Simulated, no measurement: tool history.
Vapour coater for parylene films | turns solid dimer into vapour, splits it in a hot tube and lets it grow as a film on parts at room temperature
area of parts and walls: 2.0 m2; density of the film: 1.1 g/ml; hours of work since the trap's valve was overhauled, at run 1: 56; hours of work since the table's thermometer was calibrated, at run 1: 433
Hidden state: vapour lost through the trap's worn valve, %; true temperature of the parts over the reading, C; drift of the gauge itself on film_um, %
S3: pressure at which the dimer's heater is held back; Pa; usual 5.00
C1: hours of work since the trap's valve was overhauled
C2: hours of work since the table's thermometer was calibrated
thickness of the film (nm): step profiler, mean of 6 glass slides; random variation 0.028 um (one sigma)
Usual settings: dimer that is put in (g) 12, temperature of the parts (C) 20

Run 1, hour 0.0: usual settings; C1 56; C2 433. Result: thickness of the film (nm) 3780.
Run 2, hour 16.6: usual settings; C1 66; C2 443. Result: thickness of the film (nm) 3770.
Run 3, hour 34.6: usual settings; C1 77; C2 453. Result: thickness of the film (nm) 3780.
Run 4, hour 43.2: usual settings; C1 82; C2 459. Result: thickness of the film (nm) 3740.
Run 5, hour 54.1: usual settings but temperature of the parts (C) 22; C1 88; C2 465. Result: thickness of the film (nm) 3590.
Run 6, hour 64.3: usual settings but temperature of the parts (C) 22; C1 94; C2 471. Result: thickness of the film (nm) 3590.
Run 7, hour 82.1: usual settings but temperature of the parts (C) 22; C1 105; C2 482. Result: thickness of the film (nm) 3630.
Run 8, hour 101.8: usual settings but S3 2.56 Pa; C1 116; C2 493. Result: thickness of the film (nm) 3870.
Run 9, hour 120.9: usual settings but S3 2.56 Pa; C1 128; C2 504. Result: thickness of the film (nm) 3890.
Run 10, hour 135.0: usual settings; C1 136; C2 513. Result: thickness of the film (nm) 3710.
Run 11, hour 144.6: usual settings but temperature of the parts (C) 22; C1 142; C2 518. Result: thickness of the film (nm) 3590.
Run 12, hour 161.7: usual settings but S3 3.86 Pa; C1 152; C2 529. Result: thickness of the film (nm) 3780.
Run 13, hour 180.3: usual settings; C1 163; C2 540. Result: thickness of the film (nm) 3770.
Run 14, hour 189.6: usual settings but S3 9.34 Pa; C1 168; C2 545. Result: thickness of the film (nm) 3580.
Run 15, hour 201.8: usual settings but S3 9.34 Pa; C1 175; C2 552. Result: thickness of the film (nm) 3580.
Run 16, hour 220.0: usual settings but S3 9.34 Pa; C1 186; C2 563. Result: thickness of the film (nm) 3600.
Run 17, hour 233.8: usual settings but S3 9.34 Pa; C1 194; C2 571. Result: thickness of the film (nm) 3600.
Run 18, hour 248.6: usual settings but S3 9.34 Pa; C1 203; C2 580. Result: thickness of the film (nm) 3560.
Run 19, hour 260.3: usual settings but S3 2.06 Pa; C1 210; C2 587. Result: thickness of the film (nm) 3970.
Run 20, hour 278.5: usual settings but dimer that is put in (g) 17, temperature of the parts (C) 15, S3 5.18 Pa; C1 221; C2 598. Result: thickness of the film (nm) 5820.
Run 21, hour 298.0: usual settings but dimer that is put in (g) 8, temperature of the parts (C) 29; C1 232; C2 609. Result: thickness of the film (nm) 2080.
At hour 305.4: trap's valve overhauled.
Run 22, hour 312.2: usual settings but dimer that is put in (g) 8, temperature of the parts (C) 29; C1 4; C2 615. Result: thickness of the film (nm) 2100.
Run 23, hour 331.7: usual settings but dimer that is put in (g) 8, temperature of the parts (C) 29; C1 16; C2 627. Result: thickness of the film (nm) 2090.
Run 24, hour 344.8: usual settings but dimer that is put in (g) 16, temperature of the parts (C) 30, S3 7.82 Pa; C1 23; C2 634. Result: thickness of the film (nm) 4040.
Run 25, hour 354.6: usual settings but dimer that is put in (g) 16, temperature of the parts (C) 30, S3 7.82 Pa; C1 29; C2 640. Result: thickness of the film (nm) 4030.
Run 26, hour 372.3: usual settings but temperature of the parts (C) 26, S3 9.31 Pa; C1 40; C2 651. Result: thickness of the film (nm) 3280.
Run 27, hour 391.5: usual settings but dimer that is put in (g) 16, temperature of the parts (C) 23, S3 2.50 Pa; C1 51; C2 662. Result: thickness of the film (nm) 4940.
Run 28, hour 408.3: usual settings but dimer that is put in (g) 13, temperature of the parts (C) 18; C1 61; C2 672. Result: thickness of the film (nm) 4250.
Run 29, hour 427.8: usual settings but dimer that is put in (g) 13, temperature of the parts (C) 18; C1 72; C2 683. Result: thickness of the film (nm) 4200.
Run 30, hour 441.4: usual settings but dimer that is put in (g) 13, temperature of the parts (C) 18; C1 80; C2 691. Result: thickness of the film (nm) 4220.
Run 31, hour 458.7: usual settings but dimer that is put in (g) 16, temperature of the parts (C) 16, S3 9.82 Pa; C1 91; C2 702. Result: thickness of the film (nm) 5150.
Run 32, hour 471.8: usual settings but dimer that is put in (g) 17, temperature of the parts (C) 32, S3 3.77 Pa; C1 98; C2 709. Result: thickness of the film (nm) 4290.
Run 33, hour 490.0: usual settings but dimer that is put in (g) 17, temperature of the parts (C) 32, S3 3.77 Pa; C1 109; C2 720. Result: thickness of the film (nm) 4210.
Run 34, hour 498.4: usual settings but dimer that is put in (g) 17, temperature of the parts (C) 32, S3 3.77 Pa; C1 114; C2 725. Result: thickness of the film (nm) 4200.
Run 35, hour 508.5: usual settings but dimer that is put in (g) 9; C1 120; C2 731. Result: thickness of the film (nm) 2770.
Run 36, hour 523.7: usual settings but dimer that is put in (g) 6, temperature of the parts (C) 18, S3 11.39 Pa; C1 129; C2 740. Result: thickness of the film (nm) 1860.

Forecast each of these 3 alternatives for the next run:
Run A, hour 538.8: usual settings but dimer that is put in (g) 16, temperature of the parts (C) 18, S3 11.39 Pa; C1 138; C2 749. Result: thickness of the film (nm) ?.
Run B, hour 538.8: usual settings but dimer that is put in (g) 6, temperature of the parts (C) 24, S3 9.63 Pa; C1 138; C2 749. Result: thickness of the film (nm) ?.
Run C, hour 538.8: usual settings but dimer that is put in (g) 6, temperature of the parts (C) 21; C1 138; C2 749. Result: thickness of the film (nm) ?.

run  thickness of the film (nm)
  A                        4900
  B                        1670
  C                        1870
Without the tool's hidden state the same runs would have given:
run  thickness of the film (nm)
  A                        4910
  B                        1670
  C                        1870
